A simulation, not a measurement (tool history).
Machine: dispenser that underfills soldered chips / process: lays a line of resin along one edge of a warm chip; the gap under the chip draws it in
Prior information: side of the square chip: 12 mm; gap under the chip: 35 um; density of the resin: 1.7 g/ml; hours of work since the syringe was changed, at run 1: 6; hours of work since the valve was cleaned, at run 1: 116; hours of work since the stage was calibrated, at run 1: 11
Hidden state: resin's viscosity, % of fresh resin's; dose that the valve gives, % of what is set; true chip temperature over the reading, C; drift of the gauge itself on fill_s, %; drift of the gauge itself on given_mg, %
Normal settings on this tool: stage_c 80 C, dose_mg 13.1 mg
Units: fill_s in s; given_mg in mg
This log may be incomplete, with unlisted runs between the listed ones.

run,hour,stage_c,dose_mg,hours of work since the syringe was changed,hours of work since the valve was cleaned,hours of work since the stage was calibrated,fill_s,given_mg
1,0.0,80,13.1,6,116,11,338.2,12.71
2,3.3,80,13.1,8,118,13,397.2,12.47
# hour 5.7: new syringe of resin
3,8.9,80,13.4,2,122,17,243.9,12.87
4,12.2,80,13.1,4,124,19,298.9,12.53
5,16.2,80,13.1,7,126,22,364.2,12.65
# hour 20.3: new syringe of resin
6,21.7,80,13.1,1,130,25,223.1,12.55
# hour 24.9: dispensing valve cleaned and set on the balance
7,28.2,80,16.7,5,2,29,287.0,16.65
8,34.0,90,13.1,8,6,33,282.8,13.18
# hour 35.7: new syringe of resin
9,36.9,80,14.6,1,8,34,215.6,14.68
10,41.3,80,14.6,4,11,37,274.0,14.40
11,45.0,89,14.6,6,13,40,244.3,14.45
12,48.1,80,13.1,8,15,42,390.7,12.95
# hour 50.5: new syringe of resin
13,53.1,80,13.1,2,18,45,230.7,13.13
14,56.2,79,13.1,4,20,47,283.6,13.12
15,60.0,80,13.1,6,23,49,334.6,12.97
16,62.9,80,13.1,8,25,51,392.0,12.99
# hour 65.0: new syringe of resin
17,65.6,80,13.1,0,26,53,208.9,12.97
18,69.0,80,13.1,3,29,55,252.8,12.90
19,71.5,82,11.1,4,30,57,279.4,11.01
20,76.4,82,15.1,8,34,60,341.0,14.80
21,79.0,72,14.1,9,35,62,569.9,14.01
# hour 79.7: new syringe of resin
22,84.6,72,14.1,3,39,65,354.9,14.03
23,89.0,68,15.7,6,42,68,518.0,15.44
24,93.0,68,15.7,9,44,71,633.8,15.36
# hour 94.2: new syringe of resin
25,97.8,90,11.6,2,47,74,177.2,11.33
26,102.0,90,11.6,5,50,77,220.0,11.44
27,104.4,78,15.5,7,52,78,365.4,15.23
28,107.1,70,13.5,9,53,80,583.8,13.17
# hour 108.7: new syringe of resin
29,112.7,82,12.7,3,57,84,232.1,12.55
30,116.3,82,12.7,5,59,86,282.3,12.47
31,121.5,75,16.2,8,63,89,484.0,15.77
# hour 123.3: new syringe of resin
32,124.9,75,16.2,1,65,91,265.5,15.65
33,128.0,90,14.0,3,67,93,184.4,13.56
34,133.6,85,12.5,7,71,97,299.0,12.10
# hour 138.0: new syringe of resin
35,138.4,91,16.1,0,74,100,140.8,15.67

Branching from run 35: 5 alternative next runs. What would each branch give?
A,143.8,67,11.4,4,77,104,?,?
B,143.8,91,15.1,4,77,104,?,?
C,143.8,68,13.1,4,77,104,?,?
D,143.8,90,16.5,4,77,104,?,?
E,143.8,70,14.0,4,77,104,?,?

run,fill_s,given_mg
A,464.4,11.20
B,186.8,14.65
C,447.2,12.90
D,192.9,15.98
E,400.8,13.63
With no hidden state in the tool, these same runs would have given:
run,fill_s,given_mg
A,342.0,11.51
B,138.0,15.05
C,330.4,13.26
D,142.6,16.42
E,296.4,14.01
